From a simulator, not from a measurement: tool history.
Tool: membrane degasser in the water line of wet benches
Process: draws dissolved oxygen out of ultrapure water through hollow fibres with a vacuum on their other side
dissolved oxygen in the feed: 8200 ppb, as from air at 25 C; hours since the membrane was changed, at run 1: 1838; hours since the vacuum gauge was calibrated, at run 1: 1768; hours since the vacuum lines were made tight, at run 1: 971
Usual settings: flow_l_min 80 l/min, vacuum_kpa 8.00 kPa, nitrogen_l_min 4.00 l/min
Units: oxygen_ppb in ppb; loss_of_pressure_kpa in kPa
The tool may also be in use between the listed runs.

run   hour  flow_l_min  vacuum_kpa  nitrogen_l_min  hours since the membrane was changed  hours since the vacuum gauge was calibrated  hours since the vacuum lines were made tight  oxygen_ppb  loss_of_pressure_kpa
  1    0.0          80        8.00            4.00                                  1838                                         1768                                           971       215.7                 26.00
  2   53.8          80        8.00            4.00                                  1892                                         1822                                          1025       211.7                 26.01
  3   84.8          80        8.00           10.15                                  1923                                         1853                                          1056        93.4                 25.71
  4  142.2          80        8.00           10.15                                  1980                                         1911                                          1113        95.9                 26.23
  5  202.0          80        8.00           10.15                                  2040                                         1970                                          1173        94.8                 26.06
  6  263.3          80        8.00            4.00                                  2101                                         2032                                          1234       217.0                 26.04
  7  306.8          80        8.00            4.00                                  2145                                         2075                                          1278       217.7                 26.04
  8  344.3          80       10.00            4.00                                  2182                                         2113                                          1315       298.8                 25.95
  9  383.5          80       10.00            4.00                                  2221                                         2152                                          1355       303.5                 25.73
 10  429.2          80       10.00            4.00                                  2267                                         2198                                          1400       299.1                 25.75
 11  457.6          80       10.00            4.00                                  2295                                         2226                                          1429       308.4                 26.00
 12  521.2          80       10.00            4.00                                  2359                                         2290                                          1492       303.8                 26.39
 13  549.0          80       10.00            4.00                                  2387                                         2317                                          1520       298.1                 25.94
 14  604.1          80       10.00            4.00                                  2442                                         2372                                          1575       304.8                 25.87
 15  659.7          80        8.00            4.00                                  2498                                         2428                                          1631       218.2                 26.13
 16  701.6          80        8.00            4.00                                  2539                                         2470                                          1673       215.1                 26.04

Run 17 comes next. What will it give?
 17  751.6          80        5.12            5.65                                  2589                                         2520                                          1723           ?                     ?

oxygen_ppb: 69.6 ppb
loss_of_pressure_kpa: 25.95 kPa
Without the tool's hidden state the same run would have given oxygen_ppb 66.3 ppb, loss_of_pressure_kpa 25.66 kPa.
